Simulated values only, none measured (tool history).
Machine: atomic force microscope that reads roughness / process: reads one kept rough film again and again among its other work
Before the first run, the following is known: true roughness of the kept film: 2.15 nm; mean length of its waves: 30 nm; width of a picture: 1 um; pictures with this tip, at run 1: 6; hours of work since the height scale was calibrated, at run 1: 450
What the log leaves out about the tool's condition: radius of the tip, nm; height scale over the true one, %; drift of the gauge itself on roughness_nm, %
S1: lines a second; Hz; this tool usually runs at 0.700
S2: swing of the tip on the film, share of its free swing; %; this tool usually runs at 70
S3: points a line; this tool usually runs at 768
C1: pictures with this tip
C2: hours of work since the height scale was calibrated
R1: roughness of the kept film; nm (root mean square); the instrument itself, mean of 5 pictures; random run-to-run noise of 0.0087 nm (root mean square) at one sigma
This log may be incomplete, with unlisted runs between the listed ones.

run 1 hour=0.0 | S1=0.700 S2=70 S3=768 | C1=6 C2=450 | R1=1.948
run 2 hour=19.3 | S1=0.700 S2=70 S3=768 | C1=27 C2=461 | R1=1.933
run 3 hour=34.2 | S1=0.700 S2=70 S3=768 | C1=43 C2=470 | R1=1.940
run 4 hour=47.4 | S1=1.806 S2=70 S3=768 | C1=58 C2=477 | R1=1.844
run 5 hour=75.8 | S1=1.806 S2=70 S3=768 | C1=89 C2=494 | R1=1.846
run 6 hour=94.0 | S1=0.700 S2=70 S3=768 | C1=108 C2=504 | R1=1.934
run 7 hour=115.3 | S1=0.700 S2=70 S3=768 | C1=132 C2=516 | R1=1.949
run 8 hour=138.9 | S1=1.842 S2=57 S3=768 | C1=157 C2=530 | R1=1.921
run 9 hour=160.0 | S1=1.842 S2=57 S3=768 | C1=181 C2=542 | R1=1.930

What does the tool deliver on the next run?
run 10 hour=175.9 | S1=3.880 S2=64 S3=920 | C1=198 C2=551 | R1=?

Run 10 gave R1 1.737 nm (root mean square).
Minus the tool's unlogged condition, the same run would have read R1 1.739 nm (root mean square).
